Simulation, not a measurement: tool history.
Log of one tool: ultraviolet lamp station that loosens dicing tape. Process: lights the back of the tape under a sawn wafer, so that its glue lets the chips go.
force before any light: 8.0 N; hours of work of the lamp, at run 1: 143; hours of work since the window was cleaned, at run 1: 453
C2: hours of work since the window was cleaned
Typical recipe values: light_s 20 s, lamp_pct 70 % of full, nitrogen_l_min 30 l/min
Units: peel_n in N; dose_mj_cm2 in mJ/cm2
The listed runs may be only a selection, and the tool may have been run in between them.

Run 1, hour 0.0: usual settings; hours of work of the lamp 143; C2 453. Result: peel_n 1.632 N, dose_mj_cm2 213 mJ/cm2.
Run 2, hour 17.5: usual settings; hours of work of the lamp 154; C2 464. Result: peel_n 1.640 N, dose_mj_cm2 212 mJ/cm2.
Run 3, hour 52.9: usual settings; hours of work of the lamp 177; C2 486. Result: peel_n 1.583 N, dose_mj_cm2 209 mJ/cm2.
Run 4, hour 89.2: usual settings; hours of work of the lamp 200; C2 509. Result: peel_n 1.698 N, dose_mj_cm2 213 mJ/cm2.
Run 5, hour 119.0: usual settings; hours of work of the lamp 218; C2 528. Result: peel_n 1.673 N, dose_mj_cm2 209 mJ/cm2.
Run 6, hour 145.5: usual settings but light_s 11 s; hours of work of the lamp 235; C2 545. Result: peel_n 3.219 N, dose_mj_cm2 112 mJ/cm2.
Run 7, hour 177.1: usual settings but light_s 11 s; hours of work of the lamp 255; C2 565. Result: peel_n 3.567 N, dose_mj_cm2 117 mJ/cm2.
Run 8, hour 192.5: usual settings; hours of work of the lamp 265; C2 574. Result: peel_n 1.746 N, dose_mj_cm2 201 mJ/cm2.
Run 9, hour 220.3: usual settings; hours of work of the lamp 282; C2 592. Result: peel_n 1.827 N, dose_mj_cm2 199 mJ/cm2.
At hour 222.8: window cleaned of glue's vapour.
Run 10, hour 235.5: usual settings but light_s 12 s, lamp_pct 62 % of full; hours of work of the lamp 291; C2 8. Result: peel_n 3.751 N, dose_mj_cm2 101 mJ/cm2.
Run 11, hour 253.6: usual settings but light_s 14 s, lamp_pct 64 % of full; hours of work of the lamp 303; C2 19. Result: peel_n 3.246 N, dose_mj_cm2 121 mJ/cm2.
Run 12, hour 288.3: usual settings but light_s 18 s, lamp_pct 74 % of full, nitrogen_l_min 35 l/min; hours of work of the lamp 325; C2 41. Result: peel_n 1.992 N, dose_mj_cm2 176 mJ/cm2.
Run 13, hour 324.0: usual settings but lamp_pct 74 % of full; hours of work of the lamp 347; C2 64. Result: peel_n 1.947 N, dose_mj_cm2 192 mJ/cm2.
Run 14, hour 352.5: usual settings but lamp_pct 78 % of full; hours of work of the lamp 365; C2 82. Result: peel_n 1.832 N, dose_mj_cm2 199 mJ/cm2.
Run 15, hour 381.7: usual settings but light_s 33 s, lamp_pct 71 % of full; hours of work of the lamp 384; C2 100. Result: peel_n 0.964 N, dose_mj_cm2 292 mJ/cm2.

What if the next run were any one of these 3? Each begins from the tool's condition after run 15:
Run A, hour 406.6: usual settings but nitrogen_l_min 19 l/min; hours of work of the lamp 399; C2 116. Result: peel_n ?, dose_mj_cm2 ?.
Run B, hour 406.6: usual settings but light_s 27 s, lamp_pct 81 % of full, nitrogen_l_min 21 l/min; hours of work of the lamp 399; C2 116. Result: peel_n ?, dose_mj_cm2 ?.
Run C, hour 406.6: usual settings but light_s 10 s, lamp_pct 71 % of full; hours of work of the lamp 399; C2 116. Result: peel_n ?, dose_mj_cm2 ?.

run  peel_n  dose_mj_cm2
  A   2.497          177
  B   1.278          275
  C   4.025           90
Without the tool's hidden state the same runs would have given:
run  peel_n  dose_mj_cm2
  A   1.461          263
  B   0.606          411
  C   2.894          135

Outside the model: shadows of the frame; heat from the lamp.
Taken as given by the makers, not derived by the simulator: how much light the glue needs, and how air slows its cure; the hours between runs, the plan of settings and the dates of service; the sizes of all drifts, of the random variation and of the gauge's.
